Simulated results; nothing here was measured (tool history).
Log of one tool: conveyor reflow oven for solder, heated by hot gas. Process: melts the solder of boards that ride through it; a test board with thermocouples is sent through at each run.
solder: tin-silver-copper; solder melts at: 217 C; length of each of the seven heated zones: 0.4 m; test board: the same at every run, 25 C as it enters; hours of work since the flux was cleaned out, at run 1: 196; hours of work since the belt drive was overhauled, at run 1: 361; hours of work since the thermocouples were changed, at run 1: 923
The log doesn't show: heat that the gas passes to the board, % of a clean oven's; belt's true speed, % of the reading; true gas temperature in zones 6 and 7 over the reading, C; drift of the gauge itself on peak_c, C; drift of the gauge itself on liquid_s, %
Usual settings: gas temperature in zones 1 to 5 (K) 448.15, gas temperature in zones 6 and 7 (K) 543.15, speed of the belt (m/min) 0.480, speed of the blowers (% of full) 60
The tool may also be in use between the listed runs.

run	day	gas temperature in zones 1 to 5 (K)	gas temperature in zones 6 and 7 (K)	speed of the belt (m/min)	speed of the blowers (% of full)	hours of work since the flux was cleaned out	hours of work since the belt drive was overhauled	hours of work since the thermocouples were changed	highest temperature of the board (K)	time above the solder's melting point (s)
1	0.000	448.15	543.15	0.480	60	196	361	923	529.57	79.8
2	0.496	448.15	543.15	0.480	60	204	369	931	529.61	79.7
3	1.275	448.15	543.15	0.474	60	217	381	943	529.92	81.2
4	1.596	448.15	543.15	0.474	60	222	386	948	529.87	81.3
5	2.204	448.15	543.15	0.474	60	231	396	958	529.88	81.3
6	2.679	448.15	543.15	0.474	60	239	403	966	529.96	81.2
7	3.004	448.15	543.15	0.474	60	244	408	971	529.91	81.3
8	3.342	448.15	543.15	0.474	60	249	414	976	529.72	81.4
9	3.821	448.15	543.15	0.474	60	257	421	984	529.90	81.1
10	4.275	448.15	543.15	0.474	60	264	428	991	529.76	80.8
11	4.800	448.15	543.15	0.474	60	272	437	999	529.67	81.3
12	5.350	448.15	543.15	0.474	60	281	446	1008	529.77	81.2
13	5.992	456.15	543.15	0.480	60	291	456	1018	530.62	84.6
14	6.729	448.15	543.15	0.480	60	303	467	1030	529.24	79.5
15	7.221	448.15	558.15	0.480	60	311	475	1038	542.61	88.9
# day 7.821: flux residue cleaned out of gas plates and filters
16	7.908	449.15	558.15	0.473	86	1	483	1045	551.29	95.5
17	8.454	456.15	543.15	0.480	60	10	491	1054	532.46	86.8
18	9.162	456.15	543.15	0.480	60	21	503	1065	532.37	86.5
19	9.625	448.15	542.15	0.502	77	29	510	1072	533.09	80.3
20	9.992	437.15	548.15	0.435	65	34	516	1078	538.39	92.1
21	10.754	437.15	548.15	0.435	65	46	528	1090	538.36	92.3
22	11.496	446.15	543.15	0.386	60	58	539	1102	536.59	107.4
23	11.938	446.15	543.15	0.386	60	65	546	1109	536.56	107.7
24	12.629	446.15	543.15	0.503	60	76	557	1120	529.19	75.1
25	13.125	448.15	555.15	0.522	81	84	565	1128	544.47	83.2
26	13.662	436.15	542.15	0.384	79	92	574	1136	538.07	106.5
27	14.208	448.15	546.15	0.542	60	101	582	1145	529.49	70.0
28	14.638	440.15	543.15	0.480	57	108	589	1152	528.72	75.5
29	15.183	448.15	543.15	0.480	85	116	598	1160	536.07	86.6
30	15.821	448.15	543.15	0.480	85	127	608	1170	536.08	86.3

Forecast each of these 3 alternatives for the next run:
A	16.288	445.15	537.15	0.480	61	134	615	1178	?	?
B	16.288	445.15	552.15	0.457	85	134	615	1178	?	?
C	16.288	452.15	543.15	0.487	62	134	615	1178	?	?

run	highest temperature of the board (K)	time above the solder's melting point (s)
A	525.26	75.7
B	545.44	95.5
C	531.42	82.4
Without the tool's hidden state the same runs would have given:
run	highest temperature of the board (K)	time above the solder's melting point (s)
A	523.45	73.1
B	543.63	93.3
C	529.61	80.0
